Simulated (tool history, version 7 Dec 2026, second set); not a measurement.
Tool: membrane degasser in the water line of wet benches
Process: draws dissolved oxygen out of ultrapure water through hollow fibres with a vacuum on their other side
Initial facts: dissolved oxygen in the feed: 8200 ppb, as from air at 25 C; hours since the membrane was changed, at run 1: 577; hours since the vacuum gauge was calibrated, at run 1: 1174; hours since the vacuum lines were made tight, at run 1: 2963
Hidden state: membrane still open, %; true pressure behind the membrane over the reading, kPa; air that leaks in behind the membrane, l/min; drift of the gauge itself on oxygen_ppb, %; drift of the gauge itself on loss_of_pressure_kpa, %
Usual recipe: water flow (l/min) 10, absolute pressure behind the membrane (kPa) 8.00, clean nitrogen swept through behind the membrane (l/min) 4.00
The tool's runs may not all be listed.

run	day	water flow (l/min)	absolute pressure behind the membrane (kPa)	clean nitrogen swept through behind the membrane (l/min)	hours since the membrane was changed	hours since the vacuum gauge was calibrated	hours since the vacuum lines were made tight	dissolved oxygen in the water behind the degasser (ppb)	pressure that the water loses in the fibres (kPa)
1	0.000	10	8.00	4.00	577	1174	2963	42.3	55.14
2	2.633	9	8.00	4.00	641	1237	3027	33.8	49.84
3	5.329	9	8.00	4.00	705	1302	3091	32.6	49.79
4	8.675	10	8.00	4.00	785	1382	3172	41.9	55.73
5	10.492	10	8.00	4.00	829	1426	3215	41.2	55.67
6	13.675	7	8.00	4.00	906	1502	3292	22.1	38.68
7	16.325	7	8.00	4.00	969	1566	3355	22.8	38.78
8	18.304	10	8.00	4.00	1017	1613	3403	41.9	55.79
9	20.917	10	8.00	4.00	1079	1676	3465	41.9	55.60
10	24.596	10	8.00	2.38	1168	1764	3554	61.9	55.60
11	27.500	10	8.00	2.38	1237	1834	3623	61.1	55.58
12	30.896	10	8.00	4.55	1319	1915	3705	38.1	55.57
13	33.371	10	8.00	4.55	1378	1975	3764	38.8	55.70
14	35.225	10	8.00	4.55	1423	2019	3809	38.1	55.62
15	38.925	10	8.00	4.00	1512	2108	3898	42.2	55.39
16	42.121	10	8.00	4.00	1588	2185	3974	41.6	55.22
17	44.983	10	8.00	4.00	1657	2253	4043	42.3	55.65
18	47.254	10	8.00	4.00	1711	2308	4098	41.7	55.49
19	50.933	10	8.00	4.00	1800	2396	4186	42.0	55.62
20	53.671	10	8.00	4.00	1865	2462	4252	42.8	55.56
21	56.638	10	8.00	4.00	1937	2533	4323	42.3	55.65
22	58.675	10	8.00	4.00	1986	2582	4372	41.6	55.66
23	61.442	6	8.00	3.54	2052	2648	4438	21.2	33.44
24	63.279	6	5.08	5.40	2096	2693	4482	5.6	33.53
25	66.792	15	8.00	10.43	2180	2777	4566	100.9	83.42
26	69.583	12	14.25	3.73	2247	2844	4633	119.0	66.60
27	71.296	9	8.00	6.61	2288	2885	4675	23.1	50.27
28	73.050	12	13.21	9.82	2331	2927	4717	62.4	67.03
29	74.583	14	9.79	2.43	2367	2964	4753	153.3	77.64
30	77.358	12	9.08	2.43	2434	3030	4820	101.7	67.12
31	78.950	10	6.46	4.00	2472	3069	4858	33.0	56.00
32	81.992	10	8.00	8.53	2545	3142	4931	26.3	55.90
33	84.308	16	12.79	3.19	2601	3197	4987	221.3	89.46
34	86.808	9	8.78	4.00	2661	3257	5047	38.4	50.04

What if the next run were any one of these 3? Each begins from the tool's condition after run 34:
A	89.046	7	6.26	2.62	2714	3311	5101	?	?
B	89.046	9	6.02	9.53	2714	3311	5101	?	?
C	89.046	6	6.93	3.50	2714	3311	5101	?	?

run	dissolved oxygen in the water behind the degasser (ppb)	pressure that the water loses in the fibres (kPa)
A	21.7	39.06
B	13.4	50.01
C	16.5	33.60
With no hidden state in the tool, these same runs would have given:
run	dissolved oxygen in the water behind the degasser (ppb)	pressure that the water loses in the fibres (kPa)
A	20.9	38.64
B	12.7	49.47
C	16.0	33.24
